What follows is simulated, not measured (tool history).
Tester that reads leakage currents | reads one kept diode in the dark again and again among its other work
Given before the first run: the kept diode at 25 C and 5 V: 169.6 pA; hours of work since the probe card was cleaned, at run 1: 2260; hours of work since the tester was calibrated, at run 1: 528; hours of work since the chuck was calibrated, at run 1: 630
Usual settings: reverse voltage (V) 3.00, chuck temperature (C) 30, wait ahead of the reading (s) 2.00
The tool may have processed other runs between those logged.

run	day	reverse voltage (V)	chuck temperature (C)	wait ahead of the reading (s)	hours of work since the probe card was cleaned	hours of work since the tester was calibrated	hours of work since the chuck was calibrated	current that the tester gives (pA)
1	0.000	3.00	30	2.00	2260	528	630	225.02
2	1.858	2.20	30	2.00	2280	548	649	188.32
3	3.425	3.00	23	2.00	2297	564	666	119.10
4	4.400	3.00	23	2.00	2307	575	677	120.05
5	5.900	3.00	23	2.00	2323	591	693	120.26
6	7.158	5.93	21	0.51	2337	604	706	151.84
7	8.471	5.93	21	0.51	2351	618	720	151.36
8	10.721	3.78	30	1.67	2375	642	744	259.08
9	12.175	3.78	30	1.67	2390	658	760	260.57
10	13.308	3.00	30	3.71	2402	670	772	227.02

Here are 5 independent what-if runs from the current tool condition. What would each one return?
A	15.692	3.00	30	1.31	2428	695	797	?
B	15.692	1.43	30	3.71	2428	695	797	?
C	15.692	18.26	30	3.71	2428	695	797	?
D	15.692	3.12	37	0.31	2428	695	797	?
E	15.692	3.28	22	2.00	2428	695	797	?

run	current that the tester gives (pA)
A	229.55
B	149.45
C	650.05
D	435.05
E	116.88
With no hidden state in the tool, these same runs would have given:
run	current that the tester gives (pA)
A	205.77
B	134.99
C	563.56
D	396.62
E	100.87
